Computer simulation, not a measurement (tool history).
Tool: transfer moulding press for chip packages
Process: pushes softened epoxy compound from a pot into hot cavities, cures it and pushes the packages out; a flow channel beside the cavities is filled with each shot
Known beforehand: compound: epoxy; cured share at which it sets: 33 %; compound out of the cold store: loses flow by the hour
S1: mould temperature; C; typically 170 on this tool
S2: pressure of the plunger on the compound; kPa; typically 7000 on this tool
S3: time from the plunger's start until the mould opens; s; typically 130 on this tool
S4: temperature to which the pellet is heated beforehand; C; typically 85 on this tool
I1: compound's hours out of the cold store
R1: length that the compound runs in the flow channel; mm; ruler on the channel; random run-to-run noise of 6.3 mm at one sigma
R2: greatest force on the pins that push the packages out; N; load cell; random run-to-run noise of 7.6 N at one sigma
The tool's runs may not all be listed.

{"run": 1, "hour": 0.0, "S1": 170, "S2": 7000, "S3": 130, "S4": 85, "I1": 43.1, "R1": 830, "R2": 325}
{"run": 2, "hour": 25.2, "S1": 170, "S2": 7000, "S3": 130, "S4": 85, "I1": 42.5, "R1": 818, "R2": 316}
{"hour": 56.7, "done": "cavities cleaned with cleaning compound and waxed"}
{"run": 3, "hour": 56.7, "S1": 170, "S2": 7000, "S3": 130, "S4": 85, "I1": 31.9, "R1": 853, "R2": 324}
{"run": 4, "hour": 93.2, "S1": 173, "S2": 7000, "S3": 130, "S4": 85, "I1": 20.6, "R1": 899, "R2": 307}
{"hour": 123.6, "done": "cavities cleaned with cleaning compound and waxed"}
{"run": 5, "hour": 129.5, "S1": 173, "S2": 7000, "S3": 130, "S4": 85, "I1": 24.9, "R1": 881, "R2": 291}
{"run": 6, "hour": 156.6, "S1": 173, "S2": 7000, "S3": 130, "S4": 85, "I1": 29, "R1": 856, "R2": 304}
{"hour": 191.4, "done": "cavities cleaned with cleaning compound and waxed"}
{"run": 7, "hour": 202.7, "S1": 173, "S2": 7000, "S3": 130, "S4": 85, "I1": 39.2, "R1": 830, "R2": 289}
{"run": 8, "hour": 225.3, "S1": 173, "S2": 7000, "S3": 130, "S4": 85, "I1": 30.6, "R1": 859, "R2": 292}
{"run": 9, "hour": 249.3, "S1": 170, "S2": 7000, "S3": 130, "S4": 85, "I1": 29.1, "R1": 872, "R2": 334}
{"hour": 260.5, "done": "cavities cleaned with cleaning compound and waxed"}
{"run": 10, "hour": 275.8, "S1": 170, "S2": 7000, "S3": 130, "S4": 85, "I1": 31.4, "R1": 865, "R2": 327}
{"run": 11, "hour": 295.5, "S1": 170, "S2": 7000, "S3": 130, "S4": 85, "I1": 30.1, "R1": 869, "R2": 319}
{"hour": 327.2, "done": "cavities cleaned with cleaning compound and waxed"}
{"run": 12, "hour": 337.1, "S1": 170, "S2": 7000, "S3": 130, "S4": 85, "I1": 13.6, "R1": 935, "R2": 352}
{"run": 13, "hour": 376.1, "S1": 170, "S2": 7000, "S3": 130, "S4": 85, "I1": 44.1, "R1": 813, "R2": 323}
{"hour": 395.0, "done": "cavities cleaned with cleaning compound and waxed"}
{"run": 14, "hour": 412.6, "S1": 170, "S2": 7000, "S3": 130, "S4": 85, "I1": 30.3, "R1": 864, "R2": 313}
{"run": 15, "hour": 444.1, "S1": 172, "S2": 5350, "S3": 147, "S4": 84, "I1": 31.5, "R1": 746, "R2": 279}
{"hour": 461.9, "done": "cavities cleaned with cleaning compound and waxed"}
{"hour": 474.2, "done": "plunger's sealing rings changed"}
{"run": 16, "hour": 476.5, "S1": 175, "S2": 7000, "S3": 130, "S4": 92, "I1": 43.6, "R1": 808, "R2": 284}
{"run": 17, "hour": 518.3, "S1": 167, "S2": 6580, "S3": 169, "S4": 82, "I1": 11.2, "R1": 921, "R2": 297}
{"hour": 531.2, "done": "cavities cleaned with cleaning compound and waxed"}
{"hour": 540.5, "done": "mould's thermocouples calibrated"}
{"run": 18, "hour": 546.4, "S1": 167, "S2": 7500, "S3": 137, "S4": 82, "I1": 42.9, "R1": 855, "R2": 341}
{"run": 19, "hour": 587.5, "S1": 177, "S2": 8400, "S3": 116, "S4": 94, "I1": 28.9, "R1": 925, "R2": 288}
{"hour": 599.7, "done": "cavities cleaned with cleaning compound and waxed"}
{"run": 20, "hour": 619.0, "S1": 177, "S2": 8400, "S3": 119, "S4": 77, "I1": 47.4, "R1": 856, "R2": 282}
{"run": 21, "hour": 643.8, "S1": 177, "S2": 8400, "S3": 119, "S4": 77, "I1": 19.3, "R1": 979, "R2": 304}
{"hour": 669.3, "done": "cavities cleaned with cleaning compound and waxed"}
{"run": 22, "hour": 683.2, "S1": 177, "S2": 8400, "S3": 119, "S4": 77, "I1": 30.7, "R1": 917, "R2": 307}
{"run": 23, "hour": 719.0, "S1": 170, "S2": 6290, "S3": 130, "S4": 85, "I1": 35.2, "R1": 818, "R2": 313}
{"hour": 736.8, "done": "cavities cleaned with cleaning compound and waxed"}
{"run": 24, "hour": 750.6, "S1": 170, "S2": 6290, "S3": 130, "S4": 85, "I1": 46.8, "R1": 751, "R2": 315}

For run 25, what comes out?
{"run": 25, "hour": 775.8, "S1": 170, "S2": 6290, "S3": 130, "S4": 85, "I1": 44.8, "R1": "?", "R2": "?"}

{"run 25": {"R1": 765, "R2": 313}}
Had the tool carried no hidden state, the very same run would have given R1 765 mm, R2 311 N.
